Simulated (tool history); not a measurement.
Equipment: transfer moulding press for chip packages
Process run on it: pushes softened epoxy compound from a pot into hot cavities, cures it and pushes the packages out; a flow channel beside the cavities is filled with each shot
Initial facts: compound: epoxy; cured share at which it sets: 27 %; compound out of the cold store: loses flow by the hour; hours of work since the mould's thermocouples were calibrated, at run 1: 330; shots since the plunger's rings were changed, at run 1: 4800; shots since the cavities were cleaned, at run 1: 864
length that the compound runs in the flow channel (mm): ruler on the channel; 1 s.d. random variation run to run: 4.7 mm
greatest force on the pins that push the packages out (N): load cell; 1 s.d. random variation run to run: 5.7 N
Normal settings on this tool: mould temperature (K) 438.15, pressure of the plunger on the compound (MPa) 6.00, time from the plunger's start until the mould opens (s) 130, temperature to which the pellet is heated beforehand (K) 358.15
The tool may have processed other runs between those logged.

run   hour  mould temperature (K)  pressure of the plunger on the compound (MPa)  time from the plunger's start until the mould opens (s)  temperature to which the pellet is heated beforehand (K)  hours of work since the mould's thermocouples were calibrated  shots since the plunger's rings were changed  shots since the cavities were cleaned  incoming compound's hours out of the cold store  length that the compound runs in the flow channel (mm)  greatest force on the pins that push the packages out (N)
  1    0.0                 438.15                                           6.00                                                      130                                                    358.15                                                            330                                          4800                                    864                                             24.9                                                     921                                                        398
       7.2  -- cavities cleaned with cleaning compound and waxed
  2   16.4                 438.15                                           6.00                                                      130                                                    358.15                                                            341                                          4955                                     95                                             30.5                                                     905                                                        247
  3   31.5                 438.15                                           6.00                                                      159                                                    358.15                                                            352                                          5113                                    253                                             10.0                                                    1018                                                        251
      51.8  -- plunger's sealing rings changed
  4   53.7                 438.15                                           6.00                                                      159                                                    358.15                                                            367                                            20                                    457                                             11.6                                                    1036                                                        286
  5   69.3                 438.15                                           6.00                                                      159                                                    358.15                                                            379                                           182                                    619                                             14.3                                                    1026                                                        311
      83.6  -- mould's thermocouples calibrated
  6   83.6                 438.15                                           6.00                                                      159                                                    358.15                                                              0                                           310                                    747                                             22.5                                                     972                                                        329
  7   94.9                 435.15                                           6.00                                                      130                                                    358.15                                                              9                                           428                                    865                                              8.3                                                    1076                                                        463
     102.8  -- cavities cleaned with cleaning compound and waxed
  8  119.2                 435.15                                           6.00                                                      130                                                    358.15                                                             26                                           664                                    169                                             37.7                                                     895                                                        315
  9  130.7                 438.15                                           6.00                                                      130                                                    358.15                                                             34                                           784                                    289                                              8.9                                                    1051                                                        309
     137.5  -- mould's thermocouples calibrated, once more
 10  147.6                 438.15                                           6.00                                                      130                                                    359.15                                                              8                                           939                                    444                                             40.3                                                     875                                                        334
 11  158.9                 438.15                                           6.00                                                      130                                                    356.15                                                             16                                          1057                                    562                                             38.8                                                     880                                                        347
 12  168.6                 438.15                                           6.00                                                      130                                                    358.15                                                             23                                          1157                                    662                                             28.1                                                     941                                                        378
 13  188.7                 438.15                                           6.00                                                      130                                                    358.15                                                             38                                          1367                                    872                                             31.9                                                     917                                                        387
     194.8  -- cavities cleaned with cleaning compound and waxed
 14  201.6                 439.15                                           6.00                                                      130                                                    358.15                                                             47                                          1485                                     71                                             11.6                                                    1018                                                        243
 15  216.3                 439.15                                           6.00                                                      130                                                    358.15                                                             58                                          1638                                    224                                             32.6                                                     905                                                        275
 16  240.3                 439.15                                           6.00                                                      116                                                    354.15                                                             76                                          1887                                    473                                             22.6                                                     969                                                        404
 17  264.2                 443.15                                           6.47                                                      130                                                    354.15                                                             94                                          2135                                    721                                             26.1                                                     959                                                        329
     284.7  -- cavities cleaned with cleaning compound and waxed
 18  286.0                 444.15                                           6.64                                                      130                                                    357.15                                                            109                                          2347                                     14                                             10.0                                                    1063                                                        180
 19  301.7                 438.15                                           5.35                                                      139                                                    358.15                                                            121                                          2510                                    177                                             19.7                                                     921                                                        259
 20  325.7                 443.15                                           6.00                                                      130                                                    364.15                                                            139                                          2759                                    426                                             16.0                                                     982                                                        295
 21  335.5                 434.15                                           4.95                                                      130                                                    364.15                                                            146                                          2862                                    529                                             13.9                                                     936                                                        477
 22  359.5                 434.15                                           4.95                                                      130                                                    364.15                                                            164                                          3110                                    777                                             34.7                                                     821                                                        474
     374.8  -- cavities cleaned with cleaning compound and waxed
 23  380.2                 438.15                                           6.00                                                      111                                                    358.15                                                            179                                          3310                                     56                                             20.6                                                     967                                                        321
 24  400.6                 438.15                                           5.80                                                      130                                                    358.15                                                            194                                          3522                                    268                                             41.4                                                     845                                                        306
 25  411.3                 438.15                                           5.80                                                      130                                                    349.15                                                            202                                          3634                                    380                                             35.0                                                     868                                                        329
 26  431.5                 438.15                                           5.80                                                      130                                                    349.15                                                            217                                          3844                                    590                                             31.3                                                     881                                                        372
 27  441.9                 438.15                                           5.80                                                      130                                                    349.15                                                            225                                          3952                                    698                                             25.0                                                     913                                                        366

Predict each of these 3 candidate next runs independently; none follows another, all start after run 27:
  A  457.7                 433.15                                           5.14                                                      130                                                    349.15                                                            237                                          4117                                    863                                             28.0                                                       ?                                                          ?
  B  457.7                 438.15                                           6.00                                                      130                                                    364.15                                                            237                                          4117                                    863                                             27.7                                                       ?                                                          ?
  C  457.7                 438.15                                           4.93                                                      157                                                    349.15                                                            237                                          4117                                    863                                             34.4                                                       ?                                                          ?

run  length that the compound runs in the flow channel (mm)  greatest force on the pins that push the packages out (N)
  A                                                     864                                                        543
  B                                                     910                                                        381
  C                                                     808                                                        324
Take away the tool's hidden state, keep each run's random variation, and the runs would have read:
run  length that the compound runs in the flow channel (mm)  greatest force on the pins that push the packages out (N)
  A                                                     894                                                        303
  B                                                     941                                                        207
  C                                                     836                                                        176

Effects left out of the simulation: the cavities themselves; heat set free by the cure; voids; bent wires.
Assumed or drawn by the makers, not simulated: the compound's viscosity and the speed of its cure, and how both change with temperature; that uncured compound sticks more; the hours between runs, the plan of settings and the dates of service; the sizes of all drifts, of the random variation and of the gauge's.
